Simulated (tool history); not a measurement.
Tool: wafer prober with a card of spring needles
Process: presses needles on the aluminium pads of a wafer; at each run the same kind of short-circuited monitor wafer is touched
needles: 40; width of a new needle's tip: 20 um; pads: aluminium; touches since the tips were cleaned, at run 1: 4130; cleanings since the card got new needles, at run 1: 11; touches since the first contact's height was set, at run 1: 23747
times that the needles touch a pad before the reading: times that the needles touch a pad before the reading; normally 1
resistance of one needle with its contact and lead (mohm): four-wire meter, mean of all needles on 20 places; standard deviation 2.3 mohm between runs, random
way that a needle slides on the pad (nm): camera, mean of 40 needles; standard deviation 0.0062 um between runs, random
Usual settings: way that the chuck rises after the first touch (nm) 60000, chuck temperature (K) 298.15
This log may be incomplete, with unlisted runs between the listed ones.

run,hour,way that the chuck rises after the first touch (nm),chuck temperature (K),times that the needles touch a pad before the reading,touches since the tips were cleaned,cleanings since the card got new needles,touches since the first contact's height was set,resistance of one needle with its contact and lead (mohm),way that a needle slides on the pad (nm)
1,0.0,60000,298.15,1,4130,11,23747,268,7902
# hour 9.0: tips cleaned on abrasive film
2,9.0,60000,298.15,1,0,12,28408,269,7899
3,13.0,60000,298.15,1,2078,12,30486,268,7896
4,17.7,60000,298.15,1,4511,12,32919,265,7895
5,25.4,60000,298.15,1,8517,12,36925,273,7894
# hour 26.0: tips cleaned on abrasive film
6,32.1,66000,298.15,1,3185,13,40401,263,8686
7,37.3,66000,314.15,1,5881,13,43097,271,8686
8,42.5,60000,298.15,1,8613,13,45829,266,7888
# hour 43.3: tips cleaned on abrasive film
9,51.1,69000,298.15,1,4071,14,50244,264,9062
10,59.3,67000,298.15,1,8338,14,54511,268,8804
# hour 60.4: tips cleaned on abrasive film
11,64.7,60000,349.15,1,2294,15,57324,279,7882
12,68.8,60000,298.15,2,4393,15,59423,268,7895
# hour 77.6: tips cleaned on abrasive film
13,77.8,47000,298.15,1,95,16,64088,271,6170
14,86.8,47000,298.15,1,4806,16,68799,266,6166
15,92.4,60000,298.15,1,7700,16,71693,269,7870
# hour 94.4: tips cleaned on abrasive film
16,97.9,60000,326.15,1,1816,17,74531,273,7853
17,101.8,60000,326.15,1,3826,17,76541,274,7862
18,107.1,60000,323.15,3,6610,17,79325,274,7860
# hour 111.7: tips cleaned on abrasive film
19,113.2,64000,383.15,1,807,18,82452,288,8375
20,120.2,64000,383.15,2,4471,18,86116,293,8379
# hour 123.1: height of the first contact set anew
21,128.0,64000,383.15,2,8349,18,2554,290,8368
# hour 129.5: tips cleaned on abrasive film
22,134.6,64000,383.15,2,2624,19,5945,299,8378
23,141.0,60000,349.15,1,5976,19,9297,279,7850
# hour 147.1: tips cleaned on abrasive film
24,149.6,43000,398.15,2,1308,20,13728,302,5621
25,155.9,43000,398.15,2,4614,20,17034,298,5622
# hour 164.0: tips cleaned on abrasive film
26,164.0,45000,298.15,1,0,21,21212,269,5875
# hour 170.5: gauge calibrated
27,173.3,45000,298.15,1,4821,21,26033,276,5931
# hour 180.9: tips cleaned on abrasive film
28,180.9,45000,298.15,1,0,22,29974,271,5924
29,189.4,65000,340.15,1,4456,22,34430,276,8554
30,194.0,60000,298.15,3,6838,22,36812,266,7898
# hour 197.8: tips cleaned on abrasive film
31,201.1,50000,300.15,1,1741,23,40466,274,6577
32,209.1,68000,300.15,1,5931,23,44656,266,8943
# hour 215.1: tips cleaned on abrasive film
33,218.7,60000,386.15,2,1857,24,49596,293,7885
34,226.4,61000,318.15,2,5880,24,53619,279,8013

Each row is a separate what-if for the run after 34, all from the same tool condition, not one after another. Results?
# hour 232.3: tips cleaned on abrasive film
A,236.0,61000,318.15,2,1952,25,58567,?,?
# hour 232.3: tips cleaned on abrasive film
B,236.0,68000,364.15,2,1952,25,58567,?,?
# hour 232.3: tips cleaned on abrasive film
C,236.0,41000,301.15,2,1952,25,58567,?,?
# hour 232.3: tips cleaned on abrasive film
D,236.0,74000,311.15,1,1952,25,58567,?,?

run,resistance of one needle with its contact and lead (mohm),way that a needle slides on the pad (nm)
A,272,8004
B,284,8933
C,275,5370
D,269,9710
Stripped of hidden state, with their random variation kept, the same runs would have yielded:
run,resistance of one needle with its contact and lead (mohm),way that a needle slides on the pad (nm)
A,271,8034
B,284,8966
C,274,5390
D,269,9746
